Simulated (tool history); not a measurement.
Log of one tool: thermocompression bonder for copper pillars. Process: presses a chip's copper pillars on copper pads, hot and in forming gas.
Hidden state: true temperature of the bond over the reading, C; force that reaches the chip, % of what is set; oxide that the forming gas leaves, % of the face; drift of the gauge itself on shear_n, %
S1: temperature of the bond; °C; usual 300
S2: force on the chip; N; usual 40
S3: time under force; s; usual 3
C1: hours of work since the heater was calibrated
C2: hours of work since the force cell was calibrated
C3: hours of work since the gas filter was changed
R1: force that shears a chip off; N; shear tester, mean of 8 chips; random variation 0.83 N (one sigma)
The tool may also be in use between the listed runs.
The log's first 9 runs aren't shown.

run 10 hour=86.9 | S1=300 S2=40 S3=3 | C1=258 C2=553 C3=62 | R1=74.6
run 11 hour=93 | S1=300 S2=59 S3=3 | C1=262 C2=558 C3=67 | R1=91
run 12 hour=105.9 | S1=300 S2=59 S3=3 | C1=271 C2=567 C3=76 | R1=88.8
run 13 hour=112 | S1=300 S2=59 S3=6 | C1=276 C2=572 C3=80 | R1=98.8
run 14 hour=125.7 | S1=300 S2=59 S3=6 | C1=285 C2=581 C3=90 | R1=98.9
run 15 hour=137.9 | S1=300 S2=59 S3=6 | C1=294 C2=590 C3=99 | R1=101.3
run 16 hour=145.8 | S1=300 S2=59 S3=6 | C1=300 C2=596 C3=105 | R1=97.9
run 17 hour=153.8 | S1=300 S2=59 S3=6 | C1=306 C2=602 C3=110 | R1=98.2
run 18 hour=159.7 | S1=300 S2=59 S3=4 | C1=310 C2=606 C3=115 | R1=91.5
run 19 hour=166.2 | S1=300 S2=59 S3=4 | C1=315 C2=610 C3=119 | R1=93.3
run 20 hour=178.8 | S1=300 S2=40 S3=3 | C1=324 C2=619 C3=128 | R1=72.6
run 21 hour=187.4 | S1=300 S2=40 S3=3 | C1=330 C2=626 C3=135 | R1=73.7
run 22 hour=196.9 | S1=301 S2=29 S3=5 | C1=337 C2=633 C3=141 | R1=70.8
run 23 hour=203.7 | S1=324 S2=40 S3=3 | C1=341 C2=637 C3=146 | R1=86.6
-- hour=209.9 forming gas filter changed
run 24 hour=215.3 | S1=278 S2=26 S3=3 | C1=349 C2=645 C3=4 | R1=45.1
run 25 hour=225.9 | S1=278 S2=26 S3=3 | C1=357 C2=653 C3=11 | R1=43.6
-- hour=228.1 force cell calibrated
run 26 hour=239.9 | S1=276 S2=40 S3=3 | C1=366 C2=8 C3=20 | R1=59.3
run 27 hour=252.6 | S1=276 S2=40 S3=3 | C1=375 C2=18 C3=30 | R1=58.6
run 28 hour=263.9 | S1=330 S2=40 S3=8 | C1=383 C2=26 C3=38 | R1=103.9
-- hour=268.9 force cell calibrated, once more
run 29 hour=278.4 | S1=300 S2=42 S3=5 | C1=393 C2=7 C3=47 | R1=88.3
run 30 hour=287.9 | S1=319 S2=30 S3=5 | C1=399 C2=14 C3=54 | R1=87.6
run 31 hour=295.4 | S1=286 S2=39 S3=3 | C1=405 C2=19 C3=59 | R1=65.7
run 32 hour=302.6 | S1=301 S2=53 S3=3 | C1=410 C2=24 C3=64 | R1=87.4
run 33 hour=311.1 | S1=301 S2=53 S3=3 | C1=416 C2=30 C3=71 | R1=86.9
run 34 hour=318.1 | S1=301 S2=53 S3=3 | C1=421 C2=35 C3=76 | R1=88.1

Forecast run 35:
run 35 hour=325.7 | S1=320 S2=40 S3=3 | C1=426 C2=41 C3=81 | R1=?

{"run 35": {"R1": 88.8}}
Without the tool's hidden state the same run would have given R1 90.4 N.
